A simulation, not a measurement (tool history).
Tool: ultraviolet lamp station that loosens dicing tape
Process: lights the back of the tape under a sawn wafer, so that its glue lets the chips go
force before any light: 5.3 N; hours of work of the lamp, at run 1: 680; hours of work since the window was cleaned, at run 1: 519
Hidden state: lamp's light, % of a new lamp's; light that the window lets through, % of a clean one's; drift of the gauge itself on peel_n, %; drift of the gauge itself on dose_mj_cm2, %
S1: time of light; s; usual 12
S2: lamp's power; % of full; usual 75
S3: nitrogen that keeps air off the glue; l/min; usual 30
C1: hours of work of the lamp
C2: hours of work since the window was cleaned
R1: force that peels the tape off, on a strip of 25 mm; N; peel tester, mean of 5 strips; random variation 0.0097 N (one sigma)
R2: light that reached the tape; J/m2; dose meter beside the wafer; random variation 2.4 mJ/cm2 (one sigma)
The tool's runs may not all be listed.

run 1 hour=0.0 | S1=12 S2=75 S3=30 | C1=680 C2=519 | R1=0.895 R2=1850
run 2 hour=40.1 | S1=9 S2=75 S3=30 | C1=706 C2=546 | R1=1.410 R2=1330
-- hour=64.0 window cleaned of glue's vapour
run 3 hour=74.2 | S1=6 S2=75 S3=30 | C1=729 C2=7 | R1=1.997 R2=950
-- hour=121.3 lamp changed
run 4 hour=140.5 | S1=6 S2=75 S3=30 | C1=13 C2=50 | R1=1.348 R2=1310
run 5 hour=170.8 | S1=6 S2=75 S3=30 | C1=33 C2=70 | R1=1.408 R2=1310
run 6 hour=220.6 | S1=6 S2=75 S3=30 | C1=66 C2=103 | R1=1.467 R2=1310
run 7 hour=271.7 | S1=6 S2=75 S3=30 | C1=99 C2=137 | R1=1.501 R2=1300
run 8 hour=333.4 | S1=6 S2=75 S3=9 | C1=140 C2=177 | R1=2.533 R2=1240
run 9 hour=387.0 | S1=7 S2=75 S3=30 | C1=176 C2=213 | R1=1.252 R2=1410
run 10 hour=442.8 | S1=7 S2=75 S3=30 | C1=212 C2=250 | R1=1.306 R2=1380
run 11 hour=496.6 | S1=7 S2=75 S3=30 | C1=248 C2=285 | R1=1.349 R2=1370
run 12 hour=561.2 | S1=12 S2=75 S3=30 | C1=291 C2=328 | R1=0.577 R2=2300
run 13 hour=603.8 | S1=23 S2=78 S3=42 | C1=319 C2=356 | R1=0.152 R2=4450
run 14 hour=661.7 | S1=12 S2=79 S3=30 | C1=357 C2=394 | R1=0.575 R2=2300
run 15 hour=689.7 | S1=12 S2=79 S3=30 | C1=375 C2=413 | R1=0.582 R2=2290
run 16 hour=731.9 | S1=12 S2=79 S3=30 | C1=403 C2=441 | R1=0.614 R2=2250
run 17 hour=773.2 | S1=9 S2=79 S3=13 | C1=431 C2=468 | R1=1.664 R2=1680
run 18 hour=818.5 | S1=9 S2=88 S3=10 | C1=461 C2=498 | R1=1.724 R2=1840
run 19 hour=867.5 | S1=9 S2=88 S3=10 | C1=493 C2=530 | R1=1.729 R2=1780
-- hour=916.3 window cleaned of glue's vapour
run 20 hour=924.0 | S1=13 S2=74 S3=14 | C1=530 C2=5 | R1=1.058 R2=2240
run 21 hour=987.9 | S1=13 S2=74 S3=14 | C1=572 C2=47 | R1=1.093 R2=2190
run 22 hour=1027.6 | S1=13 S2=74 S3=14 | C1=598 C2=73 | R1=1.156 R2=2180
run 23 hour=1083.1 | S1=12 S2=98 S3=20 | C1=635 C2=110 | R1=0.654 R2=2540
run 24 hour=1143.3 | S1=12 S2=98 S3=20 | C1=675 C2=150 | R1=0.724 R2=2450

Forecast each of these 5 alternatives for the next run:
run A hour=1193.8 | S1=12 S2=85 S3=10 | C1=708 C2=183 | R1=? R2=?
run B hour=1193.8 | S1=12 S2=74 S3=22 | C1=708 C2=183 | R1=? R2=?
run C hour=1193.8 | S1=22 S2=84 S3=10 | C1=708 C2=183 | R1=? R2=?
run D hour=1193.8 | S1=12 S2=61 S3=16 | C1=708 C2=183 | R1=? R2=?
run E hour=1193.8 | S1=12 S2=75 S3=33 | C1=708 C2=183 | R1=? R2=?

run=A R1=1.459 R2=2100
run=B R1=1.121 R2=1790
run=C R1=0.582 R2=3720
run=D R1=1.660 R2=1500
run=E R1=0.835 R2=1830
Without the tool's hidden state the same runs would have given:
run=A R1=0.815 R2=3130
run=B R1=0.571 R2=2690
run=C R1=0.271 R2=5570
run=D R1=0.976 R2=2240
run=E R1=0.400 R2=2740
